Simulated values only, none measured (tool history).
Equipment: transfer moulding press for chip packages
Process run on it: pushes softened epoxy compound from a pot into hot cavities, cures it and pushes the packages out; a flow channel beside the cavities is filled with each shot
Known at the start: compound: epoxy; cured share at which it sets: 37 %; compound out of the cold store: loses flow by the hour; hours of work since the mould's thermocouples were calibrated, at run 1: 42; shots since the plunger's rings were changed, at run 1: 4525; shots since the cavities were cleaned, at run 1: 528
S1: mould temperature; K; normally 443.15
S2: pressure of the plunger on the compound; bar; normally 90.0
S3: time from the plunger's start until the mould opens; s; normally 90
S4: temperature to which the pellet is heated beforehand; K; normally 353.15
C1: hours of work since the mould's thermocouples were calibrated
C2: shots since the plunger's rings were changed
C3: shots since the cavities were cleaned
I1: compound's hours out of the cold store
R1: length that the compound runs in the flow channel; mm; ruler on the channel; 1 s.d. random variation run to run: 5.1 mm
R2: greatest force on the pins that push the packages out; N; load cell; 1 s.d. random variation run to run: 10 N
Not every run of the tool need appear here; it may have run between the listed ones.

run 1 hour=0.0 | S1=443.15 S2=90.0 S3=90 S4=353.15 | C1=42 C2=4525 C3=528 | I1=44.7 | R1=624 R2=707
-- hour=8.1 cavities cleaned with cleaning compound and waxed
run 2 hour=37.2 | S1=443.15 S2=90.0 S3=90 S4=353.15 | C1=58 C2=4848 C3=263 | I1=30.5 | R1=652 R2=605
-- hour=74.9 plunger's sealing rings changed
-- hour=76.4 cavities cleaned with cleaning compound and waxed
run 3 hour=109.8 | S1=443.15 S2=90.0 S3=90 S4=353.15 | C1=90 C2=302 C3=302 | I1=41.0 | R1=674 R2=607
-- hour=146.2 cavities cleaned with cleaning compound and waxed
run 4 hour=148.1 | S1=443.15 S2=90.0 S3=90 S4=353.15 | C1=107 C2=636 C3=18 | I1=8.8 | R1=726 R2=505
run 5 hour=178.4 | S1=443.15 S2=90.0 S3=90 S4=353.15 | C1=121 C2=910 C3=292 | I1=46.7 | R1=657 R2=621
-- hour=214.6 cavities cleaned with cleaning compound and waxed
run 6 hour=214.6 | S1=437.15 S2=90.0 S3=90 S4=353.15 | C1=137 C2=1224 C3=0 | I1=33.9 | R1=697 R2=767
-- hour=221.7 mould's thermocouples calibrated
run 7 hour=274.3 | S1=437.15 S2=90.0 S3=90 S4=353.15 | C1=24 C2=1746 C3=522 | I1=40.8 | R1=675 R2=1183
-- hour=286.6 cavities cleaned with cleaning compound and waxed
run 8 hour=306.8 | S1=435.15 S2=90.0 S3=89 S4=353.15 | C1=39 C2=2027 C3=183 | I1=15.9 | R1=732 R2=1185
-- hour=356.4 cavities cleaned with cleaning compound and waxed
run 9 hour=364.4 | S1=443.15 S2=88.5 S3=90 S4=353.15 | C1=65 C2=2536 C3=73 | I1=39.3 | R1=647 R2=508

Run 10 has not been measured yet. What should we expect?
run 10 hour=398.7 | S1=439.15 S2=68.4 S3=127 S4=357.15 | C1=81 C2=2846 C3=383 | I1=10.6 | R1=? R2=?

For run 10 the tool returned R1 630 mm, R2 475 N.
With the hidden condition absent and the run-to-run variation left alone, this run would have shown R1 658 mm, R2 337 N.
